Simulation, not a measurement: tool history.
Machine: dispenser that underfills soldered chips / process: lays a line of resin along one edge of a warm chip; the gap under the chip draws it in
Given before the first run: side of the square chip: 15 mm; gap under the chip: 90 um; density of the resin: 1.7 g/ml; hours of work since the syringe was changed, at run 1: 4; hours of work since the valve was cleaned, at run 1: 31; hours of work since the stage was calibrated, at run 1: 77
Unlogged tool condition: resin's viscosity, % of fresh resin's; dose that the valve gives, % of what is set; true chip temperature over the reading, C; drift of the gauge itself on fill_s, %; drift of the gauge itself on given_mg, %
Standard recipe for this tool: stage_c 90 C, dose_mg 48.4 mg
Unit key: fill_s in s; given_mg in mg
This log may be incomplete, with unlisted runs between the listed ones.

run,day,stage_c,dose_mg,hours of work since the syringe was changed,hours of work since the valve was cleaned,hours of work since the stage was calibrated,fill_s,given_mg
1,0,90,48.4,4,31,77,236.3,47.97
2,0.096,90,48.4,6,33,79,259.8,47.95
# day 0.196: new syringe of resin
3,0.258,90,48.4,1,36,82,212.6,47.91
4,0.392,102,48.4,4,39,84,143.2,47.87
# day 0.583: new syringe of resin
5,0.629,102,48.4,1,43,88,128.5,47.83
6,0.817,102,56.4,4,46,92,142.6,55.68
# day 0.962: new syringe of resin
7,0.996,90,48.4,1,50,95,207.2,47.73
8,1.138,90,47,3,52,98,238.6,46.33
# day 1.342: new syringe of resin
9,1.383,90,44.6,1,57,102,214.8,43.95
10,1.488,90,48.4,3,59,104,230.8,47.59
# day 1.575: dispensing valve cleaned and set on the balance
11,1.683,90,48.4,6,2,107,265.5,48.32
# day 1.767: new syringe of resin
12,1.854,93,45.9,2,5,110,196.7,45.71
13,2.071,93,45.9,6,9,114,233.1,45.63
# day 2.146: new syringe of resin
14,2.296,103,55,3,13,119,130.4,54.66
15,2.442,103,55,6,16,121,148.9,54.65
# day 2.533: new syringe of resin
16,2.579,86,46.9,1,18,124,255.9,46.57
17,2.771,87,50.9,5,22,127,282.4,50.48
18,2.871,87,50.9,6,24,129,304.2,50.45
# day 2.917: new syringe of resin
19,3.104,92,46.1,4,28,134,214.8,45.66
# day 3.292: new syringe of resin
20,3.325,92,46.1,1,32,137,198.6,45.56
21,3.421,80,47.1,2,34,139,358.3,46.5

Predict each of these 3 candidate next runs independently; none follows another, all start after run 21:
A,3.65,87,53.2,7,38,144,?,?
B,3.65,90,62.2,7,38,144,?,?
C,3.65,103,45.6,7,38,144,?,?

run,fill_s,given_mg
A,307,52.47
B,266.8,61.43
C,160.4,45.02
With no hidden state in the tool, these same runs would have given:
run,fill_s,given_mg
A,229,53.17
B,199.1,62.24
C,119.2,45.62
